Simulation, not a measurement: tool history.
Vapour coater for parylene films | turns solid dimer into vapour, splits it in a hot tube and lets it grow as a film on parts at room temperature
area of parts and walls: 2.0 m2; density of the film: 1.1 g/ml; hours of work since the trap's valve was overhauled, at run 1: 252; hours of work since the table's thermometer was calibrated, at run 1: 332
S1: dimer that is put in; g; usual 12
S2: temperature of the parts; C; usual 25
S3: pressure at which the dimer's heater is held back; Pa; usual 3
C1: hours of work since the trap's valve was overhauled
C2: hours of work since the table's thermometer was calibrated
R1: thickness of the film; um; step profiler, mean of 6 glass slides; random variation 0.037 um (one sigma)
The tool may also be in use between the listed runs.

run     day  S1  S2    S3   C1   C2    R1
  1       0  12  25     3  252  332  3.76
  2   0.575  10  25     3  264  344  3.07
  3   1.467  10  25     3  283  363  3.06
      2.388  -- trap's valve overhauled
  4   2.421  10  25     3    1  380  3.08
  5   3.146  10  25     3   16  395  3.04
  6   3.804  10  25     3   30  409  3.03
      4.562  -- trap's valve overhauled, once more
  7   4.838  10  25     3    6  427  3.39
  8   5.383  12  25     3   17  438  4.04
  9   6.217  12  25  8.46   35  456  3.79
 10   7.425  12  25     3   60  481  3.94
 11   8.167  12  25     3   76  497   3.9
 12   8.938  12  25  8.57   92  513   3.6
 13   9.775  12  25  8.57  110  531  3.67
 14  10.596  12  25  2.46  127  548  3.99
 15  11.112  12  25  2.89  138  559  3.87
 16  12.292  21  25     3  162  584  6.76
 17  13.279  12  27  5.48  183  604  3.28
 18  14.271  11  27  5.54  204  625  3.01
 19  15.271  17  27  2.88  225  646  4.88
 20  15.854  17  27  2.88  237  658  4.83
 21  16.658   5  19  4.12  254  675  1.99
 22  17.421  20  27   8.9  270  691  5.25

Forecast run 23:
 23  18.412  20  27  11.82  291  712   ?

R1: 5.11 um
Without the tool's hidden state the same run would have given R1 5.75 um.
